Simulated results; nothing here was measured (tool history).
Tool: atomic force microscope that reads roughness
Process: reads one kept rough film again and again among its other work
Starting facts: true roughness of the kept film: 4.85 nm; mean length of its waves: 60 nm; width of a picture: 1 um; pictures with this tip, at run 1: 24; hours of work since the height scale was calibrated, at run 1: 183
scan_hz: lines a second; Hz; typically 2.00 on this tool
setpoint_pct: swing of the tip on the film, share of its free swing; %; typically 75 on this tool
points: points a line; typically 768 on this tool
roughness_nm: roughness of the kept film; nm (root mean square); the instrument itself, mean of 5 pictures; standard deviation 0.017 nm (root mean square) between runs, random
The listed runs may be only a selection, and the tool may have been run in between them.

run	hour	scan_hz	setpoint_pct	points	pictures with this tip	hours of work since the height scale was calibrated	roughness_nm
1	0.0	2.00	75	768	24	183	4.161
2	14.8	2.00	75	768	44	189	4.173
3	27.0	2.00	75	768	60	194	4.094
4	37.3	3.76	75	768	74	198	3.722
5	51.1	2.00	55	768	93	204	4.449
6	59.0	2.00	75	287	103	207	4.027
7	71.1	2.00	73	287	120	212	4.101
8	78.9	2.00	73	693	130	216	4.066
9	91.3	1.04	73	693	147	221	4.265
# hour 98.1: new tip fitted
10	102.7	1.04	73	693	6	226	4.437
11	116.4	3.16	75	768	25	231	3.892
12	125.1	3.16	75	768	36	235	3.876
13	135.6	3.16	75	768	51	239	3.866
14	146.2	2.00	75	768	65	244	4.104
15	158.0	2.00	75	768	80	249	4.070
16	173.6	2.00	75	712	101	255	4.064
17	189.0	2.00	75	768	122	262	3.998
18	196.0	2.00	75	768	132	265	3.997
19	210.5	2.00	75	768	151	271	3.962
# hour 213.8: new tip fitted
20	217.7	2.00	75	768	5	274	4.174
21	231.6	2.00	75	768	24	280	4.145
22	247.2	2.00	75	768	45	286	4.124
23	263.3	1.09	75	768	66	293	4.298
24	277.9	1.78	75	768	86	299	4.127
25	292.0	3.22	75	270	105	305	3.753
26	304.2	2.00	75	449	121	310	4.028
27	312.3	1.56	68	256	132	313	4.238
28	322.7	2.77	68	436	146	318	4.013
# hour 331.0: new tip fitted
29	333.5	2.77	68	436	4	322	4.224
30	349.5	3.21	89	651	25	329	3.349
31	359.8	3.21	89	651	39	333	3.315
32	372.3	1.71	90	533	56	338	3.782
33	380.0	0.70	90	274	66	342	4.238
34	395.1	1.54	56	768	86	348	4.442
35	408.3	3.83	70	768	104	354	3.860
36	420.3	2.65	65	303	120	359	4.148
37	433.0	1.52	75	616	137	364	4.106
38	443.4	1.62	78	768	151	368	3.992
# hour 447.6: new tip fitted
39	457.3	1.80	86	420	13	374	3.935
40	472.0	1.80	86	420	33	380	3.875
41	479.7	0.67	67	420	43	383	4.495
42	495.0	0.57	80	544	64	390	4.421
43	501.7	0.57	81	654	73	393	4.386
44	516.7	0.57	58	353	93	399	4.508
45	525.4	0.57	58	353	105	403	4.486
46	537.0	0.77	75	601	120	408	4.331

Some steps in roughness_nm, run to run, broken into two amounts with sign: the step expected even without the hidden condition (settings, incoming material, random variation), and the rest, left for the hidden condition together with whatever gauge scatter is not in both the measured and the hidden-condition-free result:
Hidden conditions of the tool in this case: radius of the tip, nm; height scale over the true one, %; drift of the gauge itself on roughness_nm, %.
Run 4 -> 5: scan_hz 3.76 -> 2.00, setpoint_pct 75 -> 55. roughness_nm +0.727 nm (root mean square): hidden state -0.045, all else +0.772.
Run 19 -> 20: new tip fitted. roughness_nm +0.212 nm (root mean square): hidden state +0.183, all else +0.029.
Run 28 -> 29: new tip fitted. roughness_nm +0.211 nm (root mean square): hidden state +0.191, all else +0.020.
Run 29 -> 30: scan_hz 2.77 -> 3.21, setpoint_pct 68 -> 89, points 436 -> 651. roughness_nm -0.875 nm (root mean square): hidden state -0.020, all else -0.855.
Run 38 -> 39: scan_hz 1.62 -> 1.80, setpoint_pct 78 -> 86, points 768 -> 420, new tip fitted. roughness_nm -0.057 nm (root mean square): hidden state +0.186, all else -0.243.
Run 40 -> 41: scan_hz 1.80 -> 0.67, setpoint_pct 86 -> 67. roughness_nm +0.620 nm (root mean square): hidden state -0.021, all else +0.641.
